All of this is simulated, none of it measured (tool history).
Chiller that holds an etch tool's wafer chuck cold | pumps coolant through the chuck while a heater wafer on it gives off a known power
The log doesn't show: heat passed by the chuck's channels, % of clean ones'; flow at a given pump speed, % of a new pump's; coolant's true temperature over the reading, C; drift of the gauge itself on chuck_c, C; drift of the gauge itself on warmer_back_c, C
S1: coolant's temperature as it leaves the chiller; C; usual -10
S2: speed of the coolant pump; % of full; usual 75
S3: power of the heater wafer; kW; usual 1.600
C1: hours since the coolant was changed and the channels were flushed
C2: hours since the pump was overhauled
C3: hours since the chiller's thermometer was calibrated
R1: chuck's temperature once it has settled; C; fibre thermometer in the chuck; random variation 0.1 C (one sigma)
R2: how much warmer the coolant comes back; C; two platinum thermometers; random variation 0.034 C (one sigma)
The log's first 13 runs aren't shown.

run 14 hour=475.8 | S1=-10 S2=75 S3=0.982 | C1=3360 C2=1960 C3=1821 | R1=-0.5 R2=3.42
run 15 hour=507.7 | S1=-10 S2=75 S3=0.982 | C1=3392 C2=1992 C3=1853 | R1=-1.0 R2=3.46
run 16 hour=552.9 | S1=-10 S2=75 S3=0.982 | C1=3437 C2=2037 C3=1898 | R1=-0.8 R2=3.51
run 17 hour=591.9 | S1=-10 S2=75 S3=0.982 | C1=3476 C2=2076 C3=1937 | R1=-1.0 R2=3.48
run 18 hour=632.6 | S1=-10 S2=75 S3=0.982 | C1=3517 C2=2117 C3=1978 | R1=-0.8 R2=3.52
run 19 hour=672.6 | S1=-11 S2=99 S3=2.396 | C1=3557 C2=2157 C3=2018 | R1=8.0 R2=6.37
run 20 hour=710.9 | S1=-11 S2=99 S3=2.396 | C1=3595 C2=2195 C3=2056 | R1=8.2 R2=6.40
run 21 hour=742.4 | S1=-10 S2=86 S3=0.857 | C1=3627 C2=2226 C3=2088 | R1=-2.7 R2=2.64
run 22 hour=766.2 | S1=-10 S2=86 S3=0.913 | C1=3651 C2=2250 C3=2112 | R1=-2.1 R2=2.83
run 23 hour=806.6 | S1=-10 S2=86 S3=0.913 | C1=3691 C2=2291 C3=2152 | R1=-2.3 R2=2.83
run 24 hour=853.0 | S1=-5 S2=75 S3=2.128 | C1=3737 C2=2337 C3=2198 | R1=15.1 R2=7.52
run 25 hour=898.1 | S1=-5 S2=75 S3=2.128 | C1=3783 C2=2382 C3=2243 | R1=14.8 R2=7.48
run 26 hour=930.2 | S1=-10 S2=98 S3=1.622 | C1=3815 C2=2414 C3=2276 | R1=2.9 R2=4.43
run 27 hour=976.6 | S1=-2 S2=93 S3=1.622 | C1=3861 C2=2461 C3=2322 | R1=11.4 R2=4.59

Run 28 comes next. What will it give?
run 28 hour=1004.7 | S1=-2 S2=93 S3=1.622 | C1=3889 C2=2489 C3=2350 | R1=? R2=?

Run 28 gave R1 11.5 C, R2 4.66 C.
Without the tool's hidden state the same run would have given R1 11.4 C, R2 4.66 C.
